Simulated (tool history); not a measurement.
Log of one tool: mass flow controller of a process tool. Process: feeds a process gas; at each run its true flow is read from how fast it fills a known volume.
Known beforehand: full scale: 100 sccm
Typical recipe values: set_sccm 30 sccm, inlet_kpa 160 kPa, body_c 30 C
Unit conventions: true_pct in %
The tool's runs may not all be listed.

run	day	set_sccm	inlet_kpa	body_c	true_pct
1	0	30	160	30	100.34
2	6.933	30	160	30	100.31
3	17.65	30	160	33	100.82
4	23.988	30	160	33	100.73
5	30.421	30	160	33	100.81
6	36.862	30	160	30	100.31
7	47.262	61	160	30	100.44
8	52.646	61	144	30	100.55
9	63.375	61	144	30	100.48
10	70.508	30	160	30	100.33
11	76.362	10	160	30	100.25
12	85.604	30	209	30	100.14

Estimate the outcome of run 13 from the log above:
13	96.225	30	261	30	?

{"run 13": {"true_pct": 100.16}}
On a tool with no hidden condition, and with the same random variation, this run would have come out at true_pct 100.15 %.

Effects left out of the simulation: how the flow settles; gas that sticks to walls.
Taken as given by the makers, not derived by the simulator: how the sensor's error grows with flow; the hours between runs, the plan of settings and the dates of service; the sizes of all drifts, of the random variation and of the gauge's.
